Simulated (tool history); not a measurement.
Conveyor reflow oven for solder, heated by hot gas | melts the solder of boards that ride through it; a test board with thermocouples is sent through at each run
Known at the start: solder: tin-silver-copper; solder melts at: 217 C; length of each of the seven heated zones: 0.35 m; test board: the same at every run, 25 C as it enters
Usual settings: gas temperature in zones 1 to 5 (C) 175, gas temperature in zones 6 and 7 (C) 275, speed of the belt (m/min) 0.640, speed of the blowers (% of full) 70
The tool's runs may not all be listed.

run,hour,gas temperature in zones 1 to 5 (C),gas temperature in zones 6 and 7 (C),speed of the belt (m/min),speed of the blowers (% of full),highest temperature of the board (C),time above the solder's melting point (s)
1,0.0,175,275,0.640,70,252.9,48.8
2,6.3,175,275,0.640,70,253.0,48.6
3,16.8,175,275,0.640,70,253.3,48.8
4,30.7,175,275,0.673,70,251.0,44.5
5,39.3,175,275,0.673,70,250.8,44.5
6,50.2,175,275,0.640,70,252.9,48.7
7,62.6,175,275,0.640,70,253.0,48.7
8,72.9,183,275,0.640,55,249.6,48.2
9,79.9,183,275,0.640,71,254.9,52.7
10,87.3,183,275,0.640,71,255.3,52.6
11,99.0,183,275,0.640,71,254.9,52.4
12,110.9,175,267,0.575,85,253.2,55.9
13,124.6,166,284,0.570,51,255.9,53.5

Forecast each of these 5 alternatives for the next run:
A,134.4,182,275,0.626,62,?,?
B,134.4,164,284,0.664,70,?,?
C,134.4,166,276,0.570,67,?,?
D,134.4,161,284,0.706,52,?,?
E,134.4,166,284,0.570,60,?,?

run,highest temperature of the board (C),time above the solder's melting point (s)
A,253.0,51.3
B,256.3,45.5
C,255.6,54.0
D,244.1,32.6
E,259.9,56.4
Without the tool's hidden state the same runs would have given:
run,highest temperature of the board (C),time above the solder's melting point (s)
A,253.0,51.4
B,256.4,45.6
C,255.7,54.1
D,244.2,32.7
E,259.9,56.5
